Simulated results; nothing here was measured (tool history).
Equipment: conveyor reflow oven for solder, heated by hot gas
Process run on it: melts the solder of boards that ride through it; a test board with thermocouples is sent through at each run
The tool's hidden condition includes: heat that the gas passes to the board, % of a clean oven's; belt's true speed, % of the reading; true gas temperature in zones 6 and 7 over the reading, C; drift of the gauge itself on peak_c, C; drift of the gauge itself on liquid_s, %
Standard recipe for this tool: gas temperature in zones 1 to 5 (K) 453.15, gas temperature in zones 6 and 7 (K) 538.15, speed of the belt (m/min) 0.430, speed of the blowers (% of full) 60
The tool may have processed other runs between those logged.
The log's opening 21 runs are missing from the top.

run,hour,gas temperature in zones 1 to 5 (K),gas temperature in zones 6 and 7 (K),speed of the belt (m/min),speed of the blowers (% of full),hours of work since the flux was cleaned out,hours of work since the belt drive was overhauled,hours of work since the thermocouples were changed,highest temperature of the board (K),time above the solder's melting point (s)
22,217.1,467.15,537.15,0.490,88,9,111,147,521.55,59.2
23,228.7,450.15,537.15,0.490,72,15,117,153,514.45,44.8
24,234.5,450.15,537.15,0.490,72,17,119,155,514.85,45.1
25,244.3,453.15,538.15,0.430,60,22,124,160,517.45,57.0
26,251.6,453.15,538.15,0.430,60,25,127,163,518.25,56.7
27,260.7,453.15,538.15,0.430,73,29,132,168,521.55,60.8
28,271.3,466.15,538.15,0.430,71,34,137,173,523.15,69.3
29,281.3,453.15,544.15,0.430,69,39,141,177,524.55,64.0
30,289.2,453.15,538.15,0.483,55,43,145,181,511.65,42.2
31,299.9,460.15,538.15,0.461,76,48,150,186,520.25,58.8
32,312.9,444.15,538.15,0.449,60,54,156,192,513.95,45.4

Each row is a separate what-if for the run after 32, all from the same tool condition, not one after another. Results?
A,319.0,444.15,538.15,0.449,62,57,159,195,?,?
B,319.0,453.15,538.15,0.370,54,57,159,195,?,?
C,319.0,444.15,544.15,0.449,60,57,159,195,?,?

run,highest temperature of the board (K),time above the solder's melting point (s)
A,514.55,46.6
B,521.25,71.4
C,519.15,51.1
Without the tool's unlogged condition, the same runs would have read:
run,highest temperature of the board (K),time above the solder's melting point (s)
A,515.35,47.4
B,521.85,72.0
C,519.95,51.8
